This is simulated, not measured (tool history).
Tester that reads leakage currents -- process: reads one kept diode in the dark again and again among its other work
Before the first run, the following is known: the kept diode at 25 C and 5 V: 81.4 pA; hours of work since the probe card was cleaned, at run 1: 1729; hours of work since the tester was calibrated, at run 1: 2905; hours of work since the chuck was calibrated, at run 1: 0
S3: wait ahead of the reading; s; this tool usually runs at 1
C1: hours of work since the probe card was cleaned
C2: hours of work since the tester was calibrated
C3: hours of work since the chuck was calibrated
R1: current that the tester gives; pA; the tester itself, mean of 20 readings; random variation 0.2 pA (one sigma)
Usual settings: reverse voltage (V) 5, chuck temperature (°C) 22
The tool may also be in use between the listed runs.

{"run": 1, "hour": 0.0, "reverse voltage (V)": 5, "chuck temperature (°C)": 22, "S3": 1, "C1": 1729, "C2": 2905, "C3": 0, "R1": 70.56}
{"run": 2, "hour": 176.4, "reverse voltage (V)": 5, "chuck temperature (°C)": 22, "S3": 1, "C1": 1848, "C2": 3024, "C3": 119, "R1": 71.64}
{"run": 3, "hour": 390.6, "reverse voltage (V)": 5, "chuck temperature (°C)": 22, "S3": 1, "C1": 1992, "C2": 3168, "C3": 263, "R1": 72.45}
{"run": 4, "hour": 541.8, "reverse voltage (V)": 5, "chuck temperature (°C)": 22, "S3": 1, "C1": 2094, "C2": 3270, "C3": 365, "R1": 73.23}
{"run": 5, "hour": 772.4, "reverse voltage (V)": 5, "chuck temperature (°C)": 22, "S3": 1, "C1": 2250, "C2": 3425, "C3": 520, "R1": 74.61}
{"run": 6, "hour": 1006.0, "reverse voltage (V)": 5, "chuck temperature (°C)": 22, "S3": 1, "C1": 2407, "C2": 3583, "C3": 678, "R1": 75.31}
{"run": 7, "hour": 1177.3, "reverse voltage (V)": 5, "chuck temperature (°C)": 22, "S3": 1, "C1": 2522, "C2": 3698, "C3": 793, "R1": 76.31}
{"run": 8, "hour": 1419.3, "reverse voltage (V)": 5, "chuck temperature (°C)": 35, "S3": 1, "C1": 2685, "C2": 3861, "C3": 956, "R1": 195.13}
{"run": 9, "hour": 1538.3, "reverse voltage (V)": 5, "chuck temperature (°C)": 22, "S3": 1, "C1": 2766, "C2": 3941, "C3": 1036, "R1": 78.35}
{"run": 10, "hour": 1704.7, "reverse voltage (V)": 5, "chuck temperature (°C)": 22, "S3": 1, "C1": 2878, "C2": 4053, "C3": 1148, "R1": 78.94}
{"run": 11, "hour": 1984.4, "reverse voltage (V)": 5, "chuck temperature (°C)": 22, "S3": 1, "C1": 3066, "C2": 4242, "C3": 1337, "R1": 80.27}
{"run": 12, "hour": 2129.9, "reverse voltage (V)": 5, "chuck temperature (°C)": 22, "S3": 1, "C1": 3164, "C2": 4340, "C3": 1435, "R1": 81.44}
{"run": 13, "hour": 2279.8, "reverse voltage (V)": 5, "chuck temperature (°C)": 22, "S3": 1, "C1": 3265, "C2": 4441, "C3": 1536, "R1": 81.8}
{"run": 14, "hour": 2489.3, "reverse voltage (V)": 5, "chuck temperature (°C)": 22, "S3": 1, "C1": 3406, "C2": 4582, "C3": 1677, "R1": 82.92}
{"hour": 2511.8, "done": "probe card cleaned and baked"}
{"hour": 2539.9, "done": "chuck's temperature calibrated"}
{"run": 15, "hour": 2752.1, "reverse voltage (V)": 5, "chuck temperature (°C)": 22, "S3": 1, "C1": 160, "C2": 4756, "C3": 143, "R1": 66.25}
{"run": 16, "hour": 3012.5, "reverse voltage (V)": 5, "chuck temperature (°C)": 22, "S3": 0.96, "C1": 336, "C2": 4931, "C3": 318, "R1": 67.67}
{"run": 17, "hour": 3175.6, "reverse voltage (V)": 5, "chuck temperature (°C)": 22, "S3": 0.96, "C1": 446, "C2": 5041, "C3": 428, "R1": 68.27}
{"run": 18, "hour": 3293.6, "reverse voltage (V)": 5, "chuck temperature (°C)": 22, "S3": 0.96, "C1": 525, "C2": 5120, "C3": 508, "R1": 69.28}
{"run": 19, "hour": 3428.2, "reverse voltage (V)": 5, "chuck temperature (°C)": 22, "S3": 0.96, "C1": 616, "C2": 5211, "C3": 598, "R1": 69.31}
{"run": 20, "hour": 3556.8, "reverse voltage (V)": 5, "chuck temperature (°C)": 22, "S3": 1, "C1": 703, "C2": 5298, "C3": 685, "R1": 70.64}
{"run": 21, "hour": 3778.6, "reverse voltage (V)": 5, "chuck temperature (°C)": 20, "S3": 0.39, "C1": 852, "C2": 5447, "C3": 834, "R1": 61.95}
{"run": 22, "hour": 3945.5, "reverse voltage (V)": 5, "chuck temperature (°C)": 20, "S3": 0.39, "C1": 964, "C2": 5559, "C3": 947, "R1": 63.08}
{"run": 23, "hour": 4074.4, "reverse voltage (V)": 5, "chuck temperature (°C)": 20, "S3": 0.39, "C1": 1051, "C2": 5646, "C3": 1034, "R1": 63.78}
{"run": 24, "hour": 4263.9, "reverse voltage (V)": 5, "chuck temperature (°C)": 20, "S3": 0.39, "C1": 1179, "C2": 5774, "C3": 1161, "R1": 64.82}
{"hour": 4326.2, "done": "tester calibrated"}
{"run": 25, "hour": 4394.5, "reverse voltage (V)": 1.01, "chuck temperature (°C)": 24, "S3": 1.39, "C1": 1266, "C2": 46, "C3": 1248, "R1": 44.19}
{"run": 26, "hour": 4645.7, "reverse voltage (V)": 7.21, "chuck temperature (°C)": 40, "S3": 1.58, "C1": 1435, "C2": 215, "C3": 1417, "R1": 319.66}
{"run": 27, "hour": 4801.2, "reverse voltage (V)": 7.21, "chuck temperature (°C)": 40, "S3": 1.58, "C1": 1540, "C2": 320, "C3": 1522, "R1": 320.55}
{"run": 28, "hour": 5042.9, "reverse voltage (V)": 14.72, "chuck temperature (°C)": 22, "S3": 1, "C1": 1702, "C2": 483, "C3": 1685, "R1": 126.46}
{"hour": 5064.6, "done": "chuck's temperature calibrated"}
{"run": 29, "hour": 5195.5, "reverse voltage (V)": 18.76, "chuck temperature (°C)": 59, "S3": 1, "C1": 1804, "C2": 584, "C3": 88, "R1": 1542.01}
{"run": 30, "hour": 5313.6, "reverse voltage (V)": 5.41, "chuck temperature (°C)": 35, "S3": 0.59, "C1": 1883, "C2": 664, "C3": 168, "R1": 188.97}
{"run": 31, "hour": 5471.2, "reverse voltage (V)": 1.74, "chuck temperature (°C)": 23, "S3": 1.68, "C1": 1989, "C2": 770, "C3": 274, "R1": 49.3}
{"run": 32, "hour": 5699.6, "reverse voltage (V)": 1.74, "chuck temperature (°C)": 23, "S3": 1.68, "C1": 2143, "C2": 924, "C3": 428, "R1": 49.63}
{"run": 33, "hour": 5943.8, "reverse voltage (V)": 1.74, "chuck temperature (°C)": 23, "S3": 1.68, "C1": 2308, "C2": 1088, "C3": 592, "R1": 50.31}
{"run": 34, "hour": 6154.1, "reverse voltage (V)": 3.85, "chuck temperature (°C)": 23, "S3": 0.87, "C1": 2449, "C2": 1230, "C3": 734, "R1": 72.05}
{"run": 35, "hour": 6381.8, "reverse voltage (V)": 3.85, "chuck temperature (°C)": 23, "S3": 0.87, "C1": 2603, "C2": 1383, "C3": 887, "R1": 73.03}
{"run": 36, "hour": 6562.7, "reverse voltage (V)": 14.24, "chuck temperature (°C)": 24, "S3": 3.76, "C1": 2725, "C2": 1505, "C3": 1009, "R1": 146.47}
{"run": 37, "hour": 6742.5, "reverse voltage (V)": 6.92, "chuck temperature (°C)": 34, "S3": 8.38, "C1": 2846, "C2": 1626, "C3": 1130, "R1": 207.73}
{"run": 38, "hour": 6861.1, "reverse voltage (V)": 6.92, "chuck temperature (°C)": 59, "S3": 3.6, "C1": 2926, "C2": 1706, "C3": 1210, "R1": 1103.82}
{"run": 39, "hour": 7141.1, "reverse voltage (V)": 6.92, "chuck temperature (°C)": 59, "S3": 3.6, "C1": 3114, "C2": 1895, "C3": 1399, "R1": 1110.3}
{"run": 40, "hour": 7305.7, "reverse voltage (V)": 2.81, "chuck temperature (°C)": 22, "S3": 7.55, "C1": 3225, "C2": 2006, "C3": 1510, "R1": 61.81}

Consider 4 possible next runs. They are alternatives, not a sequence: every one starts from the tool as it was left by run 40. What does each give?
{"run": "A", "hour": 7460.2, "reverse voltage (V)": 5, "chuck temperature (°C)": 22, "S3": 8.32, "C1": 3329, "C2": 2110, "C3": 1614, "R1": "?"}
{"run": "B", "hour": 7460.2, "reverse voltage (V)": 12.18, "chuck temperature (°C)": 53, "S3": 1.56, "C1": 3329, "C2": 2110, "C3": 1614, "R1": "?"}
{"run": "C", "hour": 7460.2, "reverse voltage (V)": 18.7, "chuck temperature (°C)": 22, "S3": 7.55, "C1": 3329, "C2": 2110, "C3": 1614, "R1": "?"}
{"run": "D", "hour": 7460.2, "reverse voltage (V)": 5, "chuck temperature (°C)": 24, "S3": 1, "C1": 3329, "C2": 2110, "C3": 1614, "R1": "?"}

run=A R1=81.39
run=B R1=968.61
run=C R1=160.81
run=D R1=93.44
With no hidden state in the tool, these same runs would have given:
run=A R1=64.27
run=B R1=883.15
run=C R1=106.96
run=D R1=75.61

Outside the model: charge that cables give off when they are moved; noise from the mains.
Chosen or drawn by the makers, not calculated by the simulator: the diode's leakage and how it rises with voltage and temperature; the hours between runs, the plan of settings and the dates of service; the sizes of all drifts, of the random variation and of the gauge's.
